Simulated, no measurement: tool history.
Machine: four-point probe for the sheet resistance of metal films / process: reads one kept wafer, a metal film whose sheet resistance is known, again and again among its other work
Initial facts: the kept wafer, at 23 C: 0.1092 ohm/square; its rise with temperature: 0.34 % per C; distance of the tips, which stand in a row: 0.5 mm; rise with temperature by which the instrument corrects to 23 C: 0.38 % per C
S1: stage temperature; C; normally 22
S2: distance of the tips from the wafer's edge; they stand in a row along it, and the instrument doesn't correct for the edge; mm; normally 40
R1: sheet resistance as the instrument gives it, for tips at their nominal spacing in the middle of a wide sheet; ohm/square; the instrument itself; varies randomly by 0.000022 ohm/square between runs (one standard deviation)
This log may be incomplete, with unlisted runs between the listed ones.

run	hour	S1	S2	R1
1	0.0	22	40	0.109609
2	6.9	22	14	0.109725
3	18.6	22	14	0.109722
4	33.3	22	14	0.109741
5	47.9	22	14	0.109720
6	61.1	22	14	0.109709
7	73.7	22	14	0.109717
8	89.7	22	14	0.109716
9	103.1	22	14	0.109756
10	113.2	22	14	0.109701
11	129.9	22	14	0.109737
12	141.7	22	14	0.109723
13	151.3	22	14	0.109746
14	159.8	22	40	0.109652
15	176.0	22	40	0.109696
16	188.6	22	40	0.109708
17	204.8	22	40	0.109706
18	215.7	22	9	0.109888
19	229.9	22	9	0.109854
20	243.7	22	10	0.109821
21	257.9	28	4	0.110417
22	270.0	28	4	0.110399
23	280.0	22	19	0.109707
24	293.2	18	4	0.110759
25	301.8	23	8	0.109868
26	314.0	19	3	0.111469
27	322.4	31	19	0.109439
28	336.2	26	12	0.109594
29	351.6	26	12	0.109637
30	360.1	35	12	0.109388

Branching from run 30: 3 alternative next runs. What would each branch give?
A	375.3	20	12	?
B	375.3	31	12	?
C	375.3	21	12	?

run	R1
A	0.109866
B	0.109475
C	0.109841
Had the tool no hidden state, the same runs would have come out as:
run	R1
A	0.109389
B	0.108993
C	0.109363
